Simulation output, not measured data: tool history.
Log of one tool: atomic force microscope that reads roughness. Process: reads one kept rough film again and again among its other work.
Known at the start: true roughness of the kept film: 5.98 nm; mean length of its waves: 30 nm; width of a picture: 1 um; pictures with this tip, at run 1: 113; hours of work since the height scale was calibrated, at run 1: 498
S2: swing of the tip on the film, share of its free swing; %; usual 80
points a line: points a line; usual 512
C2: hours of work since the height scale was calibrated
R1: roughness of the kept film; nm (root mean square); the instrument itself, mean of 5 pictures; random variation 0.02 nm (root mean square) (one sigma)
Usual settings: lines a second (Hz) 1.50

Run 1, hour 0.0: usual settings; pictures with this tip 113; C2 498. Result: R1 4.977 nm (root mean square).
Run 2, hour 10.2: usual settings but lines a second (Hz) 2.90; pictures with this tip 132; C2 506. Result: R1 4.741 nm (root mean square).
Run 3, hour 29.7: usual settings but lines a second (Hz) 2.90, points a line 356; pictures with this tip 170; C2 521. Result: R1 4.758 nm (root mean square).
At hour 33.6: new tip fitted.
Run 4, hour 45.8: usual settings but lines a second (Hz) 2.90, points a line 356; pictures with this tip 23; C2 533. Result: R1 4.733 nm (root mean square).
Run 5, hour 58.6: usual settings but lines a second (Hz) 2.90, points a line 356; pictures with this tip 48; C2 543. Result: R1 4.742 nm (root mean square).
Run 6, hour 76.3: usual settings but lines a second (Hz) 2.06; pictures with this tip 82; C2 557. Result: R1 4.898 nm (root mean square).
Run 7, hour 91.9: usual settings; pictures with this tip 113; C2 570. Result: R1 4.980 nm (root mean square).
Run 8, hour 109.2: usual settings; pictures with this tip 146; C2 583. Result: R1 4.952 nm (root mean square).
At hour 124.6: new tip fitted.
Run 9, hour 126.9: usual settings; pictures with this tip 4; C2 597. Result: R1 4.988 nm (root mean square).
Run 10, hour 141.3: usual settings; pictures with this tip 32; C2 608. Result: R1 5.013 nm (root mean square).
Run 11, hour 158.3: usual settings; pictures with this tip 65; C2 621. Result: R1 5.016 nm (root mean square).
Run 12, hour 172.0: usual settings; pictures with this tip 92; C2 632. Result: R1 4.978 nm (root mean square).
Run 13, hour 183.2: usual settings but points a line 377; pictures with this tip 113; C2 641. Result: R1 4.963 nm (root mean square).
Run 14, hour 200.0: usual settings but points a line 377; pictures with this tip 146; C2 654. Result: R1 4.925 nm (root mean square).
At hour 216.1: new tip fitted.
Run 15, hour 220.9: usual settings but points a line 377; pictures with this tip 10; C2 670. Result: R1 4.966 nm (root mean square).
Run 16, hour 236.4: usual settings but points a line 377; pictures with this tip 40; C2 682. Result: R1 4.965 nm (root mean square).
Run 17, hour 249.5: usual settings but points a line 377; pictures with this tip 65; C2 693. Result: R1 4.964 nm (root mean square).
Run 18, hour 261.0: usual settings but points a line 377; pictures with this tip 87; C2 702. Result: R1 4.966 nm (root mean square).
Run 19, hour 273.8: usual settings but points a line 377; pictures with this tip 112; C2 712. Result: R1 4.961 nm (root mean square).
Run 20, hour 286.7: usual settings; pictures with this tip 137; C2 722. Result: R1 4.990 nm (root mean square).
Run 21, hour 299.4: usual settings; pictures with this tip 162; C2 732. Result: R1 4.963 nm (root mean square).
At hour 307.7: new tip fitted.
Run 22, hour 317.4: usual settings; pictures with this tip 19; C2 746. Result: R1 4.970 nm (root mean square).
Run 23, hour 335.9: usual settings; pictures with this tip 54; C2 760. Result: R1 4.959 nm (root mean square).
Run 24, hour 355.3: usual settings; pictures with this tip 92; C2 776. Result: R1 4.969 nm (root mean square).
Run 25, hour 368.4: usual settings but lines a second (Hz) 1.69; pictures with this tip 117; C2 786. Result: R1 4.963 nm (root mean square).
Run 26, hour 379.4: usual settings but lines a second (Hz) 1.32; pictures with this tip 139; C2 795. Result: R1 5.005 nm (root mean square).
Run 27, hour 395.4: usual settings but lines a second (Hz) 0.94, S2 82 %, points a line 414; pictures with this tip 170; C2 807. Result: R1 5.080 nm (root mean square).
At hour 399.9: new tip fitted.
Run 28, hour 412.9: usual settings but lines a second (Hz) 1.52; pictures with this tip 26; C2 820. Result: R1 4.995 nm (root mean square).
Run 29, hour 433.2: usual settings but lines a second (Hz) 3.27, S2 74 %, points a line 880; pictures with this tip 65; C2 836. Result: R1 4.876 nm (root mean square).
Run 30, hour 450.5: usual settings but lines a second (Hz) 0.98, S2 78 %, points a line 375; pictures with this tip 98; C2 850. Result: R1 5.050 nm (root mean square).
Run 31, hour 470.2: usual settings but lines a second (Hz) 0.98, S2 78 %, points a line 451; pictures with this tip 137; C2 866. Result: R1 5.052 nm (root mean square).
Run 32, hour 486.8: usual settings but lines a second (Hz) 0.99, S2 63 %, points a line 386; pictures with this tip 169; C2 879. Result: R1 5.225 nm (root mean square).
At hour 490.5: new tip fitted.
Run 33, hour 496.1: usual settings but lines a second (Hz) 0.99, S2 63 %, points a line 386; pictures with this tip 11; C2 886. Result: R1 5.174 nm (root mean square).
Run 34, hour 515.9: usual settings but lines a second (Hz) 0.99, S2 63 %, points a line 386; pictures with this tip 49; C2 901. Result: R1 5.185 nm (root mean square).
Run 35, hour 529.7: usual settings but lines a second (Hz) 2.46, S2 81 %, points a line 490; pictures with this tip 76; C2 912. Result: R1 4.809 nm (root mean square).
Run 36, hour 539.1: usual settings but lines a second (Hz) 3.77, S2 85 %, points a line 622; pictures with this tip 94; C2 919. Result: R1 4.464 nm (root mean square).
Run 37, hour 553.5: usual settings but lines a second (Hz) 3.77, S2 85 %, points a line 622; pictures with this tip 122; C2 931. Result: R1 4.511 nm (root mean square).
Run 38, hour 567.1: usual settings but lines a second (Hz) 3.77, S2 85 %, points a line 622; pictures with this tip 149; C2 941. Result: R1 4.455 nm (root mean square).
At hour 582.1: new tip fitted.
Run 39, hour 587.1: usual settings but lines a second (Hz) 2.00, S2 86 %, points a line 872; pictures with this tip 10; C2 957. Result: R1 4.802 nm (root mean square).
Run 40, hour 602.7: usual settings but S2 77 %, points a line 406; pictures with this tip 40; C2 969. Result: R1 5.041 nm (root mean square).
Run 41, hour 618.1: usual settings but S2 77 %, points a line 406; pictures with this tip 70; C2 981. Result: R1 4.999 nm (root mean square).
Run 42, hour 635.0: usual settings but lines a second (Hz) 2.77, S2 81 %, points a line 477; pictures with this tip 103; C2 994. Result: R1 4.780 nm (root mean square).
Run 43, hour 650.7: usual settings but lines a second (Hz) 2.77, S2 81 %, points a line 477; pictures with this tip 133; C2 1007. Result: R1 4.727 nm (root mean square).
Run 44, hour 670.9: usual settings but lines a second (Hz) 0.64, S2 73 %, points a line 732; pictures with this tip 173; C2 1023. Result: R1 5.143 nm (root mean square).
At hour 672.8: new tip fitted.
Run 45, hour 691.9: usual settings but lines a second (Hz) 0.64, S2 73 %, points a line 771; pictures with this tip 37; C2 1039. Result: R1 5.210 nm (root mean square).
Run 46, hour 700.3: usual settings but lines a second (Hz) 0.64, S2 70 %, points a line 547; pictures with this tip 54; C2 1045. Result: R1 5.176 nm (root mean square).
Run 47, hour 709.2: usual settings but lines a second (Hz) 0.64, S2 70 %, points a line 547; pictures with this tip 71; C2 1052. Result: R1 5.204 nm (root mean square).
Run 48, hour 728.7: usual settings but lines a second (Hz) 0.59, S2 83 %, points a line 567; pictures with this tip 109; C2 1068. Result: R1 5.079 nm (root mean square).
Run 49, hour 739.2: usual settings but lines a second (Hz) 0.59, S2 89 %, points a line 567; pictures with this tip 129; C2 1076. Result: R1 5.107 nm (root mean square).

The next listed run, before its measurement:
At hour 755.7: height scale calibrated on a step standard.
Run 50, hour 758.9: usual settings but lines a second (Hz) 0.75, S2 66 %, points a line 261; pictures with this tip 165; C2 3. Result: R1 ?.

{"run 50": {"R1": 5.085}}
Without the tool's hidden state the same run would have given R1 5.095 nm (root mean square).
